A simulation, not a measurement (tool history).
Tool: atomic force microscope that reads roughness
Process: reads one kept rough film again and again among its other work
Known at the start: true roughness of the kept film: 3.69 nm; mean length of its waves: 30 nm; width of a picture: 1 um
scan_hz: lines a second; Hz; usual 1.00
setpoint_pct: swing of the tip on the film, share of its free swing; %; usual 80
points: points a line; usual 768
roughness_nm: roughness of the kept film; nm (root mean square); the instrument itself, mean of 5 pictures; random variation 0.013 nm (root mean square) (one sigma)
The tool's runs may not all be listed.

run 1 hour=0.0 | scan_hz=1.00 setpoint_pct=80 points=768 | roughness_nm=2.787
run 2 hour=25.0 | scan_hz=1.00 setpoint_pct=80 points=768 | roughness_nm=2.713
run 3 hour=62.1 | scan_hz=1.00 setpoint_pct=80 points=522 | roughness_nm=2.640
run 4 hour=96.9 | scan_hz=0.59 setpoint_pct=80 points=768 | roughness_nm=2.659
run 5 hour=119.6 | scan_hz=3.01 setpoint_pct=80 points=768 | roughness_nm=2.120
run 6 hour=137.6 | scan_hz=3.01 setpoint_pct=80 points=416 | roughness_nm=2.095
-- hour=141.3 new tip fitted
run 7 hour=162.1 | scan_hz=1.00 setpoint_pct=62 points=768 | roughness_nm=3.125
run 8 hour=179.8 | scan_hz=1.00 setpoint_pct=83 points=768 | roughness_nm=2.825
run 9 hour=222.0 | scan_hz=1.00 setpoint_pct=80 points=768 | roughness_nm=2.780
run 10 hour=242.7 | scan_hz=1.00 setpoint_pct=80 points=768 | roughness_nm=2.739
run 11 hour=262.4 | scan_hz=1.00 setpoint_pct=80 points=768 | roughness_nm=2.722
run 12 hour=294.1 | scan_hz=0.65 setpoint_pct=80 points=768 | roughness_nm=2.720
run 13 hour=315.9 | scan_hz=0.65 setpoint_pct=80 points=768 | roughness_nm=2.677
run 14 hour=334.5 | scan_hz=0.65 setpoint_pct=80 points=768 | roughness_nm=2.640
-- hour=355.3 new tip fitted
run 15 hour=372.8 | scan_hz=0.65 setpoint_pct=80 points=768 | roughness_nm=3.025
run 16 hour=399.8 | scan_hz=1.22 setpoint_pct=62 points=640 | roughness_nm=2.982
run 17 hour=417.2 | scan_hz=2.07 setpoint_pct=79 points=329 | roughness_nm=2.558
run 18 hour=443.7 | scan_hz=2.07 setpoint_pct=64 points=329 | roughness_nm=2.748
run 19 hour=470.8 | scan_hz=0.58 setpoint_pct=80 points=431 | roughness_nm=2.769
run 20 hour=511.1 | scan_hz=0.51 setpoint_pct=69 points=768 | roughness_nm=2.783
run 21 hour=533.6 | scan_hz=0.88 setpoint_pct=61 points=901 | roughness_nm=2.716
-- hour=567.2 new tip fitted
run 22 hour=576.0 | scan_hz=1.46 setpoint_pct=80 points=346 | roughness_nm=2.799

Forecast each of these 5 alternatives for the next run:
run A hour=608.8 | scan_hz=0.88 setpoint_pct=85 points=346 | roughness_nm=?
run B hour=608.8 | scan_hz=1.00 setpoint_pct=80 points=916 | roughness_nm=?
run C hour=608.8 | scan_hz=1.46 setpoint_pct=88 points=316 | roughness_nm=?
run D hour=608.8 | scan_hz=1.28 setpoint_pct=80 points=768 | roughness_nm=?
run E hour=608.8 | scan_hz=0.85 setpoint_pct=59 points=835 | roughness_nm=?

run=A roughness_nm=2.812
run=B roughness_nm=2.877
run=C roughness_nm=2.559
run=D roughness_nm=2.796
run=E roughness_nm=3.066
Without the tool's hidden state the same runs would have given:
run=A roughness_nm=2.968
run=B roughness_nm=3.036
run=C roughness_nm=2.701
run=D roughness_nm=2.952
run=E roughness_nm=3.236
